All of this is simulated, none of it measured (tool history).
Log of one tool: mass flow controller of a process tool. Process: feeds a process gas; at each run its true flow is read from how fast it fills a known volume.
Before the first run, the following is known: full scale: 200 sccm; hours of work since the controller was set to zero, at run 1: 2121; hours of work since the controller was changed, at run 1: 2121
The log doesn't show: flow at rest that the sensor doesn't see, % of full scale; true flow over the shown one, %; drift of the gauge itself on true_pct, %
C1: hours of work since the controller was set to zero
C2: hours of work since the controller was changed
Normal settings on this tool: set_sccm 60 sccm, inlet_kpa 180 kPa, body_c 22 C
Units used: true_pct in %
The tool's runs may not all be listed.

Run 1, hour 0.0: usual settings; C1 2121; C2 2121. Result: true_pct 99.38 %.
Run 2, hour 252.4: usual settings; C1 2318; C2 2318. Result: true_pct 99.42 %.
Run 3, hour 475.7: usual settings but body_c 27 C; C1 2493; C2 2493. Result: true_pct 99.11 %.
Run 4, hour 698.3: usual settings; C1 2667; C2 2667. Result: true_pct 99.32 %.
Run 5, hour 919.7: usual settings; C1 2840; C2 2840. Result: true_pct 99.28 %.
Run 6, hour 1083.3: usual settings but set_sccm 57 sccm; C1 2968; C2 2968. Result: true_pct 99.19 %.
Run 7, hour 1266.5: usual settings but set_sccm 57 sccm; C1 3111; C2 3111. Result: true_pct 99.19 %.
Run 8, hour 1528.6: usual settings but set_sccm 57 sccm; C1 3316; C2 3316. Result: true_pct 99.12 %.
Run 9, hour 1678.1: usual settings but set_sccm 57 sccm; C1 3433; C2 3433. Result: true_pct 99.04 %.
Run 10, hour 1841.7: usual settings; C1 3561; C2 3561. Result: true_pct 99.12 %.
Run 11, hour 2122.9: usual settings but inlet_kpa 143 kPa; C1 3781; C2 3781. Result: true_pct 99.22 %.
Run 12, hour 2381.6: usual settings; C1 3983; C2 3983. Result: true_pct 98.91 %.
At hour 2582.2: controller's zero set anew.
Run 13, hour 2611.7: usual settings but inlet_kpa 214 kPa; C1 23; C2 4163. Result: true_pct 98.62 %.
Run 14, hour 2753.8: usual settings but inlet_kpa 214 kPa; C1 134; C2 4274. Result: true_pct 98.61 %.
Run 15, hour 3022.0: usual settings; C1 344; C2 4484. Result: true_pct 98.80 %.
Run 16, hour 3311.8: usual settings; C1 571; C2 4710. Result: true_pct 98.80 %.
Run 17, hour 3497.9: usual settings; C1 716; C2 4856. Result: true_pct 98.70 %.
Run 18, hour 3665.4: usual settings; C1 847; C2 4987. Result: true_pct 98.66 %.
Run 19, hour 3807.5: usual settings; C1 958; C2 5098. Result: true_pct 98.57 %.
Run 20, hour 3963.7: usual settings; C1 1081; C2 5220. Result: true_pct 98.64 %.
Run 21, hour 4246.2: usual settings but inlet_kpa 219 kPa; C1 1301; C2 5441. Result: true_pct 98.33 %.
Run 22, hour 4531.6: usual settings; C1 1525; C2 5664. Result: true_pct 98.58 %.
Run 23, hour 4783.7: usual settings; C1 1722; C2 5861. Result: true_pct 98.45 %.
Run 24, hour 4911.4: usual settings; C1 1822; C2 5961. Result: true_pct 98.49 %.
Run 25, hour 5046.4: usual settings; C1 1927; C2 6067. Result: true_pct 98.39 %.
Run 26, hour 5212.5: usual settings; C1 2057; C2 6197. Result: true_pct 98.36 %.
Run 27, hour 5500.4: usual settings but set_sccm 182 sccm, body_c 34 C; C1 2282; C2 6422. Result: true_pct 98.48 %.
Run 28, hour 5645.9: usual settings but set_sccm 182 sccm, body_c 34 C; C1 2396; C2 6536. Result: true_pct 98.50 %.
At hour 5702.2: controller exchanged for a calibrated one.
Run 29, hour 5799.4: usual settings but inlet_kpa 179 kPa, body_c 25 C; C1 76; C2 76. Result: true_pct 98.13 %.
Run 30, hour 6037.1: usual settings but inlet_kpa 179 kPa, body_c 25 C; C1 262; C2 262. Result: true_pct 98.02 %.
Run 31, hour 6270.1: usual settings but inlet_kpa 179 kPa, body_c 25 C; C1 444; C2 444. Result: true_pct 98.04 %.
Run 32, hour 6535.0: usual settings but inlet_kpa 179 kPa, body_c 25 C; C1 651; C2 651. Result: true_pct 97.94 %.
Run 33, hour 6797.3: usual settings but inlet_kpa 179 kPa, body_c 25 C; C1 856; C2 856. Result: true_pct 97.89 %.
Run 34, hour 6962.2: usual settings but set_sccm 155 sccm, inlet_kpa 208 kPa; C1 986; C2 986. Result: true_pct 98.42 %.
Run 35, hour 7169.2: usual settings but set_sccm 157 sccm, inlet_kpa 183 kPa, body_c 28 C; C1 1147; C2 1147. Result: true_pct 98.26 %.
Run 36, hour 7313.5: usual settings but set_sccm 96 sccm, inlet_kpa 227 kPa, body_c 36 C; C1 1260; C2 1260. Result: true_pct 97.23 %.
Run 37, hour 7504.0: usual settings but set_sccm 96 sccm, inlet_kpa 227 kPa, body_c 36 C; C1 1409; C2 1409. Result: true_pct 97.12 %.
Run 38, hour 7686.0: usual settings but set_sccm 96 sccm, inlet_kpa 227 kPa, body_c 36 C; C1 1552; C2 1552. Result: true_pct 97.27 %.
Run 39, hour 7896.6: usual settings but set_sccm 76 sccm, inlet_kpa 229 kPa, body_c 26 C; C1 1716; C2 1716. Result: true_pct 97.37 %.
At hour 8015.1: gauge calibrated.
Run 40, hour 8181.9: usual settings but inlet_kpa 145 kPa; C1 1939; C2 1939. Result: true_pct 99.65 %.
Run 41, hour 8445.3: usual settings but inlet_kpa 192 kPa; C1 2145; C2 2145. Result: true_pct 99.27 %.
Run 42, hour 8717.3: usual settings but inlet_kpa 192 kPa; C1 2358; C2 2358. Result: true_pct 99.12 %.
Run 43, hour 8935.9: usual settings but inlet_kpa 192 kPa; C1 2529; C2 2529. Result: true_pct 99.11 %.
Run 44, hour 9092.4: usual settings but body_c 36 C; C1 2652; C2 2652. Result: true_pct 98.63 %.
Run 45, hour 9310.9: usual settings but inlet_kpa 212 kPa, body_c 27 C; C1 2822; C2 2822. Result: true_pct 98.72 %.
Run 46, hour 9473.0: usual settings but inlet_kpa 212 kPa, body_c 27 C; C1 2949; C2 2949. Result: true_pct 98.77 %.
Run 47, hour 9676.7: usual settings but inlet_kpa 212 kPa, body_c 27 C; C1 3109; C2 3109. Result: true_pct 98.58 %.

Subtracting, for every run, the result it would have given without the tool's unlogged condition from the measured result gives the following. The same run-to-run variation enters both numbers; the gauge's scatter may not:
run  true_pct
  1     +0.00
  2     -0.05
  3     -0.10
  4     -0.15
  5     -0.19
  6     -0.23
  7     -0.27
  8     -0.32
  9     -0.35
 10     -0.39
 11     -0.45
 12     -0.50
 13     -0.53
 14     -0.56
 15     -0.61
 16     -0.67
 17     -0.72
 18     -0.75
 19     -0.77
 20     -0.81
 21     -0.87
 22     -0.93
 23     -0.98
 24     -1.01
 25     -1.04
 26     -1.07
 27     -1.12
 28     -1.16
 29     -1.19
 30     -1.25
 31     -1.30
 32     -1.35
 33     -1.40
 34     -1.44
 35     -1.48
 36     -1.50
 37     -1.54
 38     -1.57
 39     -1.62
 40     -0.03
 41     -0.09
 42     -0.15
 43     -0.19
 44     -0.23
 45     -0.27
 46     -0.30
 47     -0.34
